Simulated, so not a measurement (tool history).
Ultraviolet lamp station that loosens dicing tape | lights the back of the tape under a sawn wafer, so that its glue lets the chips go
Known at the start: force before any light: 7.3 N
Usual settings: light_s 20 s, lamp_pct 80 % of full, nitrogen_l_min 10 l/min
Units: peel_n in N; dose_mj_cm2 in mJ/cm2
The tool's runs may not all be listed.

run,day,light_s,lamp_pct,nitrogen_l_min,peel_n,dose_mj_cm2
1,0,20,80,10,0.711,203
2,0.538,20,80,10,0.729,203
3,0.942,20,80,10,0.709,202
4,1.221,20,80,10,0.705,199
5,1.708,20,80,10,0.73,200
6,2.075,20,69,10,0.935,174
7,2.417,20,80,10,0.74,197
8,2.892,20,62,10,1.168,154
9,3.112,20,90,10,0.599,216
10,3.617,20,90,4,0.938,221
11,3.908,20,90,4,0.932,219
12,4.25,25,65,16,0.641,193
13,4.675,25,82,10,0.48,242
14,5.192,33,94,10,0.265,366
15,5.633,20,60,10,1.342,142
16,5.979,20,68,3,1.736,160
17,6.5,26,80,7,0.601,241

Forecast each of these 5 alternatives for the next run:
A,6.771,20,79,10,?,?
B,6.771,26,70,7,?,?
C,6.771,26,76,15,?,?
D,6.771,39,80,10,?,?
E,6.771,20,89,5,?,?

run,peel_n,dose_mj_cm2
A,0.86,184
B,0.754,210
C,0.493,225
D,0.276,358
E,0.934,206
Without the tool's hidden state the same runs would have given:
run,peel_n,dose_mj_cm2
A,0.616,220
B,0.537,252
C,0.362,270
D,0.238,429
E,0.671,246

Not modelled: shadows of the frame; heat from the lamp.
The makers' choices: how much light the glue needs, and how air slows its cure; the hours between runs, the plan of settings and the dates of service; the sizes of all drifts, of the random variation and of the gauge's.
